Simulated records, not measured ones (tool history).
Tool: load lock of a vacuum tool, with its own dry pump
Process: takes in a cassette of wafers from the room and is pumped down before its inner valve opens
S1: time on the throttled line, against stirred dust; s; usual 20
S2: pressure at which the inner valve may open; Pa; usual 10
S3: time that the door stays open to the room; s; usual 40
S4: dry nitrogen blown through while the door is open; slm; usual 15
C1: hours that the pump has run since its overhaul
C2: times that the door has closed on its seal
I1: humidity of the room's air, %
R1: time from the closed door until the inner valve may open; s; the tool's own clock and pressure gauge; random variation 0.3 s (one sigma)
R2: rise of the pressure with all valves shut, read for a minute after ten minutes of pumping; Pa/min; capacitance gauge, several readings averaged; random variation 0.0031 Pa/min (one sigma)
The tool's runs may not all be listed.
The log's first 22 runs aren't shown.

run 23 day=120.525 | S1=20 S2=10 S3=40 S4=8 | C1=8061 C2=18629 | I1=46.2 | R1=33.4 R2=0.101
run 24 day=124.217 | S1=31 S2=15 S3=30 S4=34 | C1=8150 C2=18995 | I1=41.9 | R1=40.7 R2=0.07
run 25 day=129.929 | S1=31 S2=15 S3=30 S4=34 | C1=8287 C2=19562 | I1=49.5 | R1=40.9 R2=0.075
run 26 day=134.888 | S1=31 S2=15 S3=30 S4=34 | C1=8406 C2=20054 | I1=44.7 | R1=40.7 R2=0.069
run 27 day=139.267 | S1=31 S2=10 S3=103 S4=4 | C1=8511 C2=20489 | I1=43.4 | R1=42.1 R2=0.152
run 28 day=143.783 | S1=13 S2=10 S3=103 S4=34 | C1=8620 C2=20937 | I1=44.7 | R1=28.1 R2=0.108
run 29 day=149.804 | S1=20 S2=10 S3=40 S4=20 | C1=8764 C2=21535 | I1=44.8 | R1=34 R2=0.094
run 30 day=154.679 | S1=13 S2=9 S3=40 S4=16 | C1=8881 C2=22019 | I1=45.9 | R1=28.1 R2=0.107
run 31 day=159.975 | S1=21 S2=9 S3=81 S4=16 | C1=9008 C2=22545 | I1=46.9 | R1=34.8 R2=0.135
run 32 day=163.292 | S1=22 S2=8 S3=40 S4=15 | C1=9088 C2=22873 | I1=43.3 | R1=35.3 R2=0.097
run 33 day=166.442 | S1=22 S2=8 S3=40 S4=15 | C1=9163 C2=23186 | I1=45.4 | R1=36 R2=0.103
run 34 day=169.85 | S1=13 S2=10 S3=123 S4=20 | C1=9245 C2=23525 | I1=48.2 | R1=28.1 R2=0.148
run 35 day=177.108 | S1=20 S2=7 S3=40 S4=24 | C1=9419 C2=24245 | I1=45.8 | R1=34.5 R2=0.096
run 36 day=180.4 | S1=23 S2=10 S3=62 S4=6 | C1=9498 C2=24571 | I1=44.5 | R1=36.1 R2=0.132
run 37 day=185.612 | S1=23 S2=10 S3=62 S4=6 | C1=9623 C2=25089 | I1=48.1 | R1=36.2 R2=0.147

Forecast each of these 4 alternatives for the next run:
run A day=191.008 | S1=20 S2=10 S3=34 S4=6 | C1=9753 C2=25624 | I1=45.6 | R1=? R2=?
run B day=191.008 | S1=20 S2=10 S3=40 S4=29 | C1=9753 C2=25624 | I1=49.8 | R1=? R2=?
run C day=191.008 | S1=11 S2=10 S3=40 S4=15 | C1=9753 C2=25624 | I1=43.3 | R1=? R2=?
run D day=191.008 | S1=15 S2=12 S3=62 S4=10 | C1=9753 C2=25624 | I1=44.6 | R1=? R2=?

run=A R1=33.3 R2=0.118
run=B R1=33.6 R2=0.101
run=C R1=26.7 R2=0.106
run=D R1=29.5 R2=0.132
Without the tool's hidden state the same runs would have given:
run=A R1=31.6 R2=0.067
run=B R1=32 R2=0.052
run=C R1=24.8 R2=0.057
run=D R1=27.7 R2=0.082

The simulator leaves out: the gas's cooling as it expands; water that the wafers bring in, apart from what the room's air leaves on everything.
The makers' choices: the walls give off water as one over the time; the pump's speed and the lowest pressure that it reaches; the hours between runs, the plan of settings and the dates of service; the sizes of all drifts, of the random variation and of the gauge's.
